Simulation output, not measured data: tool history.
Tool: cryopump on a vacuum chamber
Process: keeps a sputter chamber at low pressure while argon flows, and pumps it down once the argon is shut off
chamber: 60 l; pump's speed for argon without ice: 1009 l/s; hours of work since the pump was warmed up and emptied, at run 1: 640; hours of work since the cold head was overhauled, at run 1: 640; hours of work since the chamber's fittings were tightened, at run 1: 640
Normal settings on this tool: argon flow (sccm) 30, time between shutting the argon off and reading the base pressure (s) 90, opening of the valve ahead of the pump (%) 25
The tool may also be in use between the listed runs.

| run | hour | argon flow (sccm) | time between shutting the argon off and reading the base pressure (s) | opening of the valve ahead of the pump (%) | hours of work since the pump was warmed up and emptied | hours of work since the cold head was overhauled | hours of work since the chamber's fittings were tightened | pressure while argon flows (Pa) | pressure after the wait (uPa) |
|---|---|---|---|---|---|---|---|---|---|
| 1 | 0 | 30 | 90 | 25 | 640 | 640 | 640 | 0.2116 | 3.98 |
| 2 | 106.2 | 30 | 100 | 25 | 689 | 689 | 689 | 0.2153 | 4.1 |
| 3 | 165.1 | 30 | 100 | 25 | 716 | 716 | 716 | 0.2149 | 4.29 |
| 4 | 231.9 | 30 | 100 | 25 | 747 | 747 | 747 | 0.218 | 4.28 |
| 5 | 318.9 | 30 | 90 | 25 | 787 | 787 | 787 | 0.2154 | 4.86 |
| 6 | 426.7 | 30 | 90 | 25 | 837 | 837 | 837 | 0.2162 | 4.92 |
| 7 | 531.6 | 30 | 90 | 25 | 885 | 885 | 885 | 0.2208 | 5.32 |
| 8 | 647.2 | 23 | 90 | 25 | 938 | 938 | 938 | 0.1688 | 5.55 |
| 9 | 722 | 23 | 90 | 48 | 973 | 973 | 973 | 0.0961 | 5.72 |
| 10 | 817.2 | 30 | 90 | 25 | 1017 | 1017 | 1017 | 0.223 | 5.84 |
| 11 | 924 | 30 | 90 | 39 | 1066 | 1066 | 1066 | 0.1506 | 6.33 |
| 12 | 1024.4 | 30 | 90 | 25 | 1112 | 1112 | 1112 | 0.2259 | 6.86 |
|  | 1038.5 | pump warmed up, emptied and cooled again |
| 13 | 1104.8 | 30 | 90 | 58 | 31 | 1147 | 1147 | 0.0877 | 5.24 |
| 14 | 1170.8 | 30 | 90 | 58 | 61 | 1177 | 1177 | 0.0886 | 5.12 |
| 15 | 1275.3 | 30 | 90 | 25 | 109 | 1225 | 1225 | 0.2034 | 5.48 |
| 16 | 1349.4 | 30 | 90 | 25 | 143 | 1259 | 1259 | 0.2043 | 5.5 |
|  | 1359 | leaking fittings of the chamber tightened, without venting |
| 17 | 1457.2 | 30 | 59 | 25 | 192 | 1308 | 45 | 0.204 | 2.72 |
| 18 | 1572.8 | 30 | 90 | 25 | 245 | 1361 | 98 | 0.2057 | 2.21 |
| 19 | 1635.3 | 30 | 90 | 25 | 274 | 1390 | 127 | 0.2044 | 2.26 |
| 20 | 1686.8 | 20 | 32 | 25 | 298 | 1414 | 151 | 0.1381 | 5.05 |
| 21 | 1736.9 | 20 | 32 | 25 | 321 | 1437 | 174 | 0.1374 | 5.18 |
| 22 | 1807.4 | 23 | 27 | 16 | 353 | 1469 | 206 | 0.2457 | 6 |
| 23 | 1897.2 | 30 | 68 | 48 | 394 | 1511 | 248 | 0.1116 | 3.12 |
| 24 | 2017.5 | 30 | 68 | 48 | 450 | 1566 | 303 | 0.1137 | 3.33 |
| 25 | 2106.1 | 30 | 68 | 48 | 491 | 1607 | 344 | 0.1139 | 3.51 |
| 26 | 2183.9 | 40 | 58 | 53 | 527 | 1643 | 380 | 0.1391 | 4.05 |
| 27 | 2239.5 | 40 | 58 | 53 | 552 | 1668 | 405 | 0.14 | 4.04 |
| 28 | 2343.6 | 24 | 80 | 47 | 600 | 1716 | 453 | 0.0933 | 3.59 |
| 29 | 2440.4 | 24 | 80 | 47 | 645 | 1761 | 498 | 0.0941 | 3.86 |
| 30 | 2534.4 | 30 | 172 | 51 | 688 | 1804 | 541 | 0.1109 | 3.15 |
| 31 | 2649 | 23 | 235 | 18 | 741 | 1857 | 594 | 0.2248 | 3.22 |
| 32 | 2744.1 | 18 | 235 | 22 | 784 | 1901 | 638 | 0.1469 | 3.41 |
| 33 | 2799.4 | 18 | 235 | 22 | 810 | 1926 | 663 | 0.1474 | 3.52 |
| 34 | 2915.7 | 48 | 235 | 22 | 864 | 1980 | 717 | 0.3979 | 3.82 |
| 35 | 2966.4 | 48 | 235 | 33 | 887 | 2003 | 740 | 0.2695 | 3.92 |

Across each entry between runs, compare the hidden state at the last listed run before it with the hidden state at the first listed run after it:
Run 12 -> run 13: pump warmed up, emptied and cooled again (hour 1038.5)
  pump's speed, % of a pump's without ice: 68.3 -> 99.1; cold plate's temperature, K: 12.51 -> 12.52; leak into the chamber, uPa l/s: 3488 -> 3582
  measured less the result without the state, pressure while argon flows (Pa): +0.0242 -> +0.001; pressure after the wait (uPa): +5.01 -> +3.4
Run 16 -> run 17: leaking fittings of the chamber tightened, without venting (hour 1359)
  pump's speed, % of a pump's without ice: 96 -> 94.6; cold plate's temperature, K: 12.56 -> 12.58; leak into the chamber, uPa l/s: 3924 -> 469
  measured less the result without the state, pressure while argon flows (Pa): +0.0027 -> +0.0034; pressure after the wait (uPa): +3.75 -> +0.2
